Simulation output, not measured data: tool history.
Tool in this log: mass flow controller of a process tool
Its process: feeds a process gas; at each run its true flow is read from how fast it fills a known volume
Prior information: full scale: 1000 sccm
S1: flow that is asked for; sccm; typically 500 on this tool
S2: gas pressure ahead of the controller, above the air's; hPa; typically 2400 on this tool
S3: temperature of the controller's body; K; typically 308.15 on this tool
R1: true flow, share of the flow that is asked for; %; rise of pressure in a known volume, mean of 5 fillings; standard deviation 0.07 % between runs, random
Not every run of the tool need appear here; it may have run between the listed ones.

Run 1, hour 0.0: usual settings. Result: R1 97.06 %.
Run 2, hour 89.0: usual settings. Result: R1 97.09 %.
Run 3, hour 141.6: usual settings. Result: R1 97.08 %.
Run 4, hour 200.0: usual settings. Result: R1 97.05 %.
Run 5, hour 256.2: usual settings. Result: R1 97.00 %.
Run 6, hour 370.7: usual settings but S1 322 sccm, S2 1610 hPa, S3 306.15 K. Result: R1 96.51 %.
Run 7, hour 480.7: usual settings but S3 310.15 K. Result: R1 96.84 %.
Run 8, hour 579.4: usual settings but S1 141 sccm, S2 1950 hPa, S3 297.15 K. Result: R1 94.10 %.
Run 9, hour 689.0: usual settings but S1 141 sccm, S2 2670 hPa, S3 301.15 K. Result: R1 93.71 %.
Run 10, hour 752.5: usual settings but S1 337 sccm, S3 299.15 K. Result: R1 96.32 %.

Below are 5 alternative next runs, each starting from the tool's condition after run 10. Predict each:
Run A, hour 812.3: usual settings but S1 353 sccm. Result: R1 ?.
Run B, hour 812.3: usual settings but S1 419 sccm, S3 293.15 K. Result: R1 ?.
Run C, hour 812.3: usual settings but S1 231 sccm. Result: R1 ?.
Run D, hour 812.3: usual settings but S1 117 sccm, S3 299.15 K. Result: R1 ?.
Run E, hour 812.3: usual settings but S2 2630 hPa. Result: R1 ?.

run     R1
  A  96.08
  B  96.96
  C  95.14
  D  92.88
  E  96.77
With the hidden condition removed and each run's random variation left untouched, the same runs would have given:
run     R1
  A  99.09
  B  99.71
  C  99.03
  D  99.26
  E  99.29

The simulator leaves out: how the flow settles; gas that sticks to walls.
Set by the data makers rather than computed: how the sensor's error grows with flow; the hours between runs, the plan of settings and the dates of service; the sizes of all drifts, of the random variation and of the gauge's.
